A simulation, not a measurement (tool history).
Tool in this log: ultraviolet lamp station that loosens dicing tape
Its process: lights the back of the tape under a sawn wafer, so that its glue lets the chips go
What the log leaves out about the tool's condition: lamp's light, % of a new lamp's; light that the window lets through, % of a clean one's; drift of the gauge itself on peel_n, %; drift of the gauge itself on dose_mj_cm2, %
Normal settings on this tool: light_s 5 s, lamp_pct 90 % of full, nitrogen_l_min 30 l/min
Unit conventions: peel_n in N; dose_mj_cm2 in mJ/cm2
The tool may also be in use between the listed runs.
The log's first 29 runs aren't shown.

| run | hour | light_s | lamp_pct | nitrogen_l_min | hours of work of the lamp | hours of work since the window was cleaned | peel_n | dose_mj_cm2 |
|---|---|---|---|---|---|---|---|---|
| 30 | 1664 | 5 | 83 | 18 | 1003 | 186 | 2.276 | 139 |
| 31 | 1708.1 | 5 | 71 | 30 | 1038 | 221 | 2.189 | 115 |
| 32 | 1751.8 | 5 | 71 | 30 | 1073 | 256 | 2.294 | 106 |
| 33 | 1791.5 | 5 | 71 | 30 | 1104 | 288 | 2.396 | 108 |
|  | 1812.3 | window cleaned of glue's vapour |
| 34 | 1853.2 | 10 | 84 | 12 | 1153 | 33 | 0.979 | 280 |
| 35 | 1908.8 | 2 | 64 | 53 | 1197 | 77 | 5.071 | 43 |
| 36 | 1946.8 | 8 | 84 | 12 | 1227 | 107 | 1.603 | 208 |
| 37 | 2002.3 | 8 | 84 | 12 | 1271 | 151 | 1.788 | 200 |
| 38 | 2066.9 | 3 | 84 | 12 | 1323 | 202 | 5.301 | 72 |
| 39 | 2107 | 3 | 84 | 12 | 1355 | 234 | 5.191 | 66 |
|  | 2119.8 | lamp changed |
| 40 | 2185 | 5 | 84 | 39 | 52 | 295 | 0.72 | 196 |
|  | 2196.4 | window cleaned of glue's vapour |
| 41 | 2232.7 | 5 | 84 | 39 | 89 | 29 | 0.587 | 219 |
| 42 | 2273.7 | 5 | 84 | 39 | 122 | 61 | 0.581 | 208 |

Alternative continuations, all from the tool just after run 42; predict every row:
| A | 2353.3 | 4 | 84 | 16 | 185 | 125 | ? | ? |
| B | 2353.3 | 10 | 68 | 28 | 185 | 125 | ? | ? |
| C | 2353.3 | 3 | 90 | 30 | 185 | 125 | ? | ? |

| run | peel_n | dose_mj_cm2 |
|---|---|---|
| A | 1.954 | 163 |
| B | 0.362 | 325 |
| C | 1.858 | 131 |
The same runs, with their run-to-run variation unchanged, on a tool lacking any hidden condition would have given:
| run | peel_n | dose_mj_cm2 |
|---|---|---|
| A | 1.564 | 187 |
| B | 0.305 | 374 |
| C | 1.472 | 150 |
